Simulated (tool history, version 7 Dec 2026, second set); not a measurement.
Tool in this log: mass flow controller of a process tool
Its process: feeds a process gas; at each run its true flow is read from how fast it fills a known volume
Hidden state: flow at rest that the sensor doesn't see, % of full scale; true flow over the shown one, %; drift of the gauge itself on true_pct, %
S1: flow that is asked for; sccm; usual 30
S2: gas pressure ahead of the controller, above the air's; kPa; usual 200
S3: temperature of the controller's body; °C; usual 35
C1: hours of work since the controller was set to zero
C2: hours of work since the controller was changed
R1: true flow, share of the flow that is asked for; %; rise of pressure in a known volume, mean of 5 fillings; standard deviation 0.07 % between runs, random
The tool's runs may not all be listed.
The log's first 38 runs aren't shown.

-- day=173.058 controller exchanged for a calibrated one
run 39 day=173.496 | S1=37 S2=188 S3=24 | C1=5 C2=5 | R1=97.28
run 40 day=179.538 | S1=64 S2=200 S3=21 | C1=78 C2=78 | R1=97.68
run 41 day=184.717 | S1=64 S2=233 S3=21 | C1=140 C2=140 | R1=97.41
-- day=188.075 gauge calibrated
run 42 day=188.121 | S1=28 S2=152 S3=21 | C1=181 C2=181 | R1=99.88
run 43 day=191.175 | S1=83 S2=200 S3=25 | C1=217 C2=217 | R1=99.82
run 44 day=197.725 | S1=25 S2=200 S3=23 | C1=296 C2=296 | R1=99.29
run 45 day=203.517 | S1=17 S2=200 S3=38 | C1=365 C2=365 | R1=97.36
run 46 day=207.638 | S1=17 S2=222 S3=39 | C1=415 C2=415 | R1=97.20
run 47 day=211.579 | S1=17 S2=222 S3=39 | C1=462 C2=462 | R1=97.03

Predict each of these 5 candidate next runs independently; none follows another, all start after run 47:
run A day=216.200 | S1=56 S2=206 S3=31 | C1=517 C2=517 | R1=?
run B day=216.200 | S1=81 S2=237 S3=35 | C1=517 C2=517 | R1=?
run C day=216.200 | S1=48 S2=195 S3=31 | C1=517 C2=517 | R1=?
run D day=216.200 | S1=26 S2=212 S3=22 | C1=517 C2=517 | R1=?
run E day=216.200 | S1=70 S2=200 S3=25 | C1=517 C2=517 | R1=?

run=A R1=98.45
run=B R1=98.03
run=C R1=98.47
run=D R1=99.04
run=E R1=99.49
Without the tool's unlogged condition, the same runs would have read:
run=A R1=98.81
run=B R1=98.39
run=C R1=98.83
run=D R1=99.40
run=E R1=99.85
